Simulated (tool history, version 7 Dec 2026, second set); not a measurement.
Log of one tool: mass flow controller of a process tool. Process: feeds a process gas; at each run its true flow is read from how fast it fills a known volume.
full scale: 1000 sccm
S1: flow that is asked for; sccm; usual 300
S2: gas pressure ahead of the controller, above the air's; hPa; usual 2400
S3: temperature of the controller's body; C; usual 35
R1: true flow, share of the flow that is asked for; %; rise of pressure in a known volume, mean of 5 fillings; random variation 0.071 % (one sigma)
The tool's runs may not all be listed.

run	hour	S1	S2	S3	R1
1	0.0	300	2400	35	99.42
2	80.0	299	2400	35	99.35
3	227.7	300	2400	35	99.45
4	376.6	300	2400	35	99.54
5	564.1	300	2400	35	99.56
6	682.9	300	2400	35	99.51
7	789.2	300	2400	35	99.53
8	966.0	300	2400	22	98.75
9	1059.6	300	2400	22	98.68
10	1166.3	300	2400	22	98.74
11	1349.3	300	2400	22	98.69
12	1463.5	382	1450	36	100.24
13	1566.1	382	1450	36	100.20
14	1725.8	382	1810	33	100.10
15	1814.3	112	2400	35	94.95
16	1976.4	112	2400	33	94.83
17	2052.3	234	2370	38	98.85
18	2205.1	234	1960	24	98.10
19	2300.2	300	2550	22	98.81
20	2403.0	300	2550	37	99.58
21	2500.2	300	2550	37	99.59
22	2675.3	300	2360	35	99.55

Measured less the same run without the tool's hidden state. The same run-to-run variation is in both; the gauge's scatter may not be:
The hidden state here: flow at rest that the sensor doesn't see, % of full scale; true flow over the shown one, %; drift of the gauge itself on true_pct, %.
run	R1
1	-0.47
2	-0.48
3	-0.47
4	-0.47
5	-0.47
6	-0.48
7	-0.48
8	-0.48
9	-0.49
10	-0.48
11	-0.48
12	+0.06
13	+0.08
14	+0.09
15	-4.83
16	-4.94
17	-1.23
18	-1.23
19	-0.46
20	-0.46
21	-0.46
22	-0.45

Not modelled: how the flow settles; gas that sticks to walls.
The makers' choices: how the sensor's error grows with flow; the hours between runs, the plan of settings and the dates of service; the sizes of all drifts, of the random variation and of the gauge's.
